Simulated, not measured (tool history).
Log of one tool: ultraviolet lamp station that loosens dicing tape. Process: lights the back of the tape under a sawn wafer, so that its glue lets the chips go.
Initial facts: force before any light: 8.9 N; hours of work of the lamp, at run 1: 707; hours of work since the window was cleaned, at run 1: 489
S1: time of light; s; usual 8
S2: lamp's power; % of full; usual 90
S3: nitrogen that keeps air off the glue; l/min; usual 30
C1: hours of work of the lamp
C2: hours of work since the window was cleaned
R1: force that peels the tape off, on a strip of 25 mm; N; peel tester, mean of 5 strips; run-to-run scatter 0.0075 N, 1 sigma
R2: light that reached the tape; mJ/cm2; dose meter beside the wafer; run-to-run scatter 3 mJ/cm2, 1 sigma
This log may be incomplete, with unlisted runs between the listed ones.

run     day  S1  S2  S3   C1   C2     R1   R2
  1       0   8  90  30  707  489  0.281  447
  2   2.029   6  90  30  736  519  0.481  333
  3   4.671   6  90  30  774  557  0.457  334
  4   6.346   6  90  30  798  581  0.486  331
  5   8.842   6  90  30  834  616  0.464  335
     10.788  -- window cleaned of glue's vapour
  6  10.858   6  90  30  863    1  0.469  339
     11.317  -- lamp changed
  7  12.929   6  90  30   23   30  0.464  336
  8  14.333   8  90  30   43   50  0.279  450
  9  16.188   8  70  30   70   77  0.433  354
 10  17.788   8  90  42   93  100  0.267  447
 11  19.333   8  90  42  115  122   0.27  441
 12  22.033   8  90  42  154  161  0.259  446
 13  23.979   8  90  42  182  189  0.251  445
 14  27.129   8  90  42  227  234   0.26  445
 15  28.438   8  88  30  246  253   0.31  434
 16  30.479   8  88  30  275  282  0.296  439
 17    33.5   8  90  30  319  326  0.281  446
 18  36.471   8  90  30  361  368  0.283  442
 19  38.912  14  90  30  396  403  0.202  775
 20  41.012   8  90  30  427  434  0.292  441
 21  43.742   6  90  30  466  473  0.488  334
 22  45.388   4  69  10  489  496  2.519  172
 23  47.421   5  90  24  519  526  0.767  277
 24  49.408   5  97  40  547  554  0.499  304
 25  51.358   8  68  30  575  582  0.452  337
 26  54.267   8  68  30  617  624  0.455  336
     55.558  -- window cleaned of glue's vapour
 27  55.654   8  68  30  637    1  0.456  332
 28  56.988   8  90  15  656   21  0.371  445
 29  59.279  11  70  12  689   53  0.374  476
 30  61.167   9  90  30  716   81  0.246  502
 31  62.758   9  90  30  739  103  0.229  503
 32  64.571   8  86  30  765  129  0.302  423
 33  66.546   5  90  30  793  158  0.695  280
 34  68.962   5  90  30  828  193  0.689  278
 35  70.488  10  97  20  850  214  0.228  599
     71.996  -- lamp changed
 36  73.062  12  69  57   15  251  0.223  514
 37  75.754   8  95  13   54  289  0.362  469
 38  78.325   8  86  50   91  326  0.259  424
 39  80.642   8  86  50  124  360  0.267  422
 40  82.588   6  90  43  152  388  0.403  336
 41  83.921   6  75  43  171  407  0.565  275
 42  86.646  14  76  38  210  446  0.199  656

What if the next run were any one of these 4? Each begins from the tool's condition after run 42:
  A  89.567  13  76  38  252  488   ?   ?
  B  89.567   7  94  21  252  488   ?   ?
  C  89.567   8  90  48  252  488   ?   ?
  D  89.567   7  87  44  252  488   ?   ?

run     R1   R2
  A  0.212  611
  B   0.37  409
  C  0.247  447
  D   0.34  377
With the hidden condition removed and each run's random variation left untouched, the same runs would have given:
run     R1   R2
  A  0.212  612
  B   0.37  409
  C  0.246  448
  D   0.34  377
